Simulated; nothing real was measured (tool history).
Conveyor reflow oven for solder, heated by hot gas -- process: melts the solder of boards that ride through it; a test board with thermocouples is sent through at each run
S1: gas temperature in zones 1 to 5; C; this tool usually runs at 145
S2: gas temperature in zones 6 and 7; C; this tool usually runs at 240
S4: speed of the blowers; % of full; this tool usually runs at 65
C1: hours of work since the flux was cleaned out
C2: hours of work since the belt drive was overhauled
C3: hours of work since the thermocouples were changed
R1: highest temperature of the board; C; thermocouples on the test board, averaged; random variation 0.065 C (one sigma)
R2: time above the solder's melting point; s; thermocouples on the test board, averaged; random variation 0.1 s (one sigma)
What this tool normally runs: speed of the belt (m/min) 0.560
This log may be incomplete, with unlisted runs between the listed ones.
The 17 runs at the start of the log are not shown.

-- day=24.104 belt drive overhauled, speed set with a stopwatch
run 18 day=25.742 | S1=145 S2=240 speed_of_the_belt_(m/min)=0.560 S4=83 | C1=85 C2=22 C3=758 | R1=228.25 R2=67.6
run 19 day=26.779 | S1=145 S2=240 speed_of_the_belt_(m/min)=0.560 S4=57 | C1=99 C2=35 C3=772 | R1=223.91 R2=65.0
run 20 day=28.042 | S1=144 S2=232 speed_of_the_belt_(m/min)=0.568 S4=65 | C1=115 C2=52 C3=789 | R1=217.87 R2=59.4
run 21 day=29.425 | S1=144 S2=232 speed_of_the_belt_(m/min)=0.568 S4=65 | C1=133 C2=70 C3=807 | R1=217.79 R2=59.5
run 22 day=30.762 | S1=145 S2=240 speed_of_the_belt_(m/min)=0.541 S4=65 | C1=151 C2=88 C3=824 | R1=226.34 R2=68.9
run 23 day=32.329 | S1=156 S2=240 speed_of_the_belt_(m/min)=0.541 S4=65 | C1=172 C2=108 C3=845 | R1=228.05 R2=74.5
run 24 day=33.729 | S1=156 S2=229 speed_of_the_belt_(m/min)=0.459 S4=65 | C1=190 C2=127 C3=863 | R1=221.64 R2=84.7
run 25 day=34.688 | S1=156 S2=229 speed_of_the_belt_(m/min)=0.459 S4=65 | C1=203 C2=140 C3=876 | R1=221.84 R2=84.5
-- day=35.804 belt drive overhauled, speed set with a stopwatch, once more
run 26 day=35.979 | S1=145 S2=234 speed_of_the_belt_(m/min)=0.560 S4=61 | C1=218 C2=2 C3=891 | R1=218.36 R2=59.6
run 27 day=37.642 | S1=136 S2=246 speed_of_the_belt_(m/min)=0.642 S4=61 | C1=240 C2=24 C3=913 | R1=221.66 R2=50.3
-- day=38.538 flux residue cleaned out of gas plates and filters
run 28 day=39.325 | S1=136 S2=246 speed_of_the_belt_(m/min)=0.642 S4=61 | C1=10 C2=44 C3=932 | R1=222.71 R2=51.2
run 29 day=40.604 | S1=154 S2=240 speed_of_the_belt_(m/min)=0.560 S4=80 | C1=27 C2=61 C3=949 | R1=228.84 R2=69.7
run 30 day=41.567 | S1=154 S2=240 speed_of_the_belt_(m/min)=0.560 S4=80 | C1=40 C2=73 C3=962 | R1=228.75 R2=69.5
run 31 day=43.004 | S1=152 S2=240 speed_of_the_belt_(m/min)=0.560 S4=73 | C1=59 C2=92 C3=981 | R1=227.46 R2=68.2

Forecast each of these 3 alternatives for the next run:
-- day=43.758 thermocouples of zones 6 and 7 changed
run A day=45.017 | S1=148 S2=240 speed_of_the_belt_(m/min)=0.560 S4=65 | C1=84 C2=118 C3=17 | R1=? R2=?
-- day=43.758 thermocouples of zones 6 and 7 changed
run B day=45.017 | S1=145 S2=253 speed_of_the_belt_(m/min)=0.560 S4=65 | C1=84 C2=118 C3=17 | R1=? R2=?
-- day=43.758 thermocouples of zones 6 and 7 changed
run C day=45.017 | S1=145 S2=240 speed_of_the_belt_(m/min)=0.560 S4=73 | C1=84 C2=118 C3=17 | R1=? R2=?

run=A R1=224.87 R2=65.1
run=B R1=235.93 R2=69.9
run=C R1=225.65 R2=64.6
Without the tool's unlogged condition, the same runs would have read:
run=A R1=224.84 R2=65.0
run=B R1=235.93 R2=69.8
run=C R1=225.64 R2=64.5

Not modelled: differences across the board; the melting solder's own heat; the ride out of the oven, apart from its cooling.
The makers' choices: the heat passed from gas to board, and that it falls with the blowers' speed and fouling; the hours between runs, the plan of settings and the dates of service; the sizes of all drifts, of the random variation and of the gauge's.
